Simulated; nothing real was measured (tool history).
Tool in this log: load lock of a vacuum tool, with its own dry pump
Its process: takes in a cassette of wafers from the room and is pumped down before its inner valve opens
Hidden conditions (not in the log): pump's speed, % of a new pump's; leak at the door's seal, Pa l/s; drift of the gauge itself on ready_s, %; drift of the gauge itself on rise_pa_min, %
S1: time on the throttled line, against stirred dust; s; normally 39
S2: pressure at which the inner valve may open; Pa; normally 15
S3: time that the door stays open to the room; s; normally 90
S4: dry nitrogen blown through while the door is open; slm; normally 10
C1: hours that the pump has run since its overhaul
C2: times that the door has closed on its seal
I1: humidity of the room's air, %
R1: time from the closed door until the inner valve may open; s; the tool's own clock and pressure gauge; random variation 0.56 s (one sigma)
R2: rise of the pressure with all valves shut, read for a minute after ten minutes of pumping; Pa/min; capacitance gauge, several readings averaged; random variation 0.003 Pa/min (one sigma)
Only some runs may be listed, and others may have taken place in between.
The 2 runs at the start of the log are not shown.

Run 3, hour 170.8: usual settings; C1 1291; C2 23955; I1 46.3. Result: R1 98.9 s, R2 0.300 Pa/min.
Run 4, hour 267.6: usual settings; C1 1388; C2 24306; I1 47.0. Result: R1 99.5 s, R2 0.291 Pa/min.
Run 5, hour 358.8: usual settings; C1 1479; C2 24637; I1 44.0. Result: R1 98.0 s, R2 0.302 Pa/min.
Run 6, hour 465.2: usual settings but S3 47 s; C1 1585; C2 25023; I1 43.6. Result: R1 100.1 s, R2 0.290 Pa/min.
Run 7, hour 523.0: usual settings; C1 1643; C2 25233; I1 50.6. Result: R1 99.4 s, R2 0.314 Pa/min.
Run 8, hour 601.4: usual settings but S4 36 slm; C1 1722; C2 25517; I1 47.6. Result: R1 98.4 s, R2 0.303 Pa/min.
Run 9, hour 709.8: usual settings but S4 36 slm; C1 1830; C2 25910; I1 47.9. Result: R1 99.1 s, R2 0.309 Pa/min.
Run 10, hour 769.5: usual settings but S4 36 slm; C1 1890; C2 26127; I1 42.7. Result: R1 99.6 s, R2 0.313 Pa/min.
Run 11, hour 840.0: usual settings but S3 26 s, S4 36 slm; C1 1960; C2 26382; I1 44.4. Result: R1 98.5 s, R2 0.313 Pa/min.
Run 12, hour 894.7: usual settings but S3 77 s; C1 2015; C2 26581; I1 44.1. Result: R1 99.4 s, R2 0.339 Pa/min.
Run 13, hour 987.6: usual settings but S3 77 s; C1 2108; C2 26917; I1 42.6. Result: R1 98.6 s, R2 0.341 Pa/min.
Run 14, hour 1089.6: usual settings but S3 77 s; C1 2210; C2 27287; I1 45.1. Result: R1 98.7 s, R2 0.346 Pa/min.
Run 15, hour 1157.9: usual settings but S3 77 s; C1 2278; C2 27535; I1 47.0. Result: R1 100.2 s, R2 0.357 Pa/min.
Run 16, hour 1230.5: usual settings but S3 77 s; C1 2351; C2 27798; I1 42.0. Result: R1 100.4 s, R2 0.359 Pa/min.
Run 17, hour 1324.8: usual settings but S3 77 s; C1 2445; C2 28141; I1 48.1. Result: R1 99.8 s, R2 0.362 Pa/min.
Run 18, hour 1429.4: usual settings but S3 165 s; C1 2550; C2 28520; I1 44.1. Result: R1 99.8 s, R2 0.390 Pa/min.
Run 19, hour 1523.3: usual settings but S1 28 s, S3 33 s; C1 2643; C2 28860; I1 43.3. Result: R1 91.8 s, R2 0.367 Pa/min.
Run 20, hour 1620.1: usual settings but S3 48 s, S4 32 slm; C1 2740; C2 29211; I1 44.5. Result: R1 99.2 s, R2 0.366 Pa/min.
Run 21, hour 1673.5: usual settings but S3 48 s, S4 32 slm; C1 2794; C2 29405; I1 43.0. Result: R1 99.1 s, R2 0.358 Pa/min.

Run 22 comes next. What will it give?
Run 22, hour 1760.5: usual settings but S3 48 s, S4 6 slm; C1 2881; C2 29721; I1 44.5. Result: R1 ?, R2 ?.

R1: 100.1 s
R2: 0.391 Pa/min
The same run, on a tool lacking any hidden state, would have yielded R1 98.5 s, R2 0.030 Pa/min.
